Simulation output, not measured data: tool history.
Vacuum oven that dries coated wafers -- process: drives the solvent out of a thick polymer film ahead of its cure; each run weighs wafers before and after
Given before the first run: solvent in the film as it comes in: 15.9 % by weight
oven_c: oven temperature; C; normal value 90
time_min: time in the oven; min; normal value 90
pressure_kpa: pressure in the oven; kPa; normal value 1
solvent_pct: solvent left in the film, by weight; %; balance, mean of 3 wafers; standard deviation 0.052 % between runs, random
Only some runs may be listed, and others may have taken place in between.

run,hour,oven_c,time_min,pressure_kpa,solvent_pct
1,0,90,90,1,1.53
2,6.2,90,90,0.59,1.4
3,12.3,90,90,0.59,1.27
4,23.9,90,90,0.59,1.22
5,30.8,90,90,0.59,1.28
6,41,90,90,1,1.51
7,51.3,92,90,1,1.25
8,58.9,92,90,1,1.13
9,65.4,92,90,1,1.2

What will run 10 give?
10,75.2,90,90,1,?

{"run 10": {"solvent_pct": 1.6}}
Minus the tool's unlogged condition, the same run would have read solvent_pct 1.6 %.
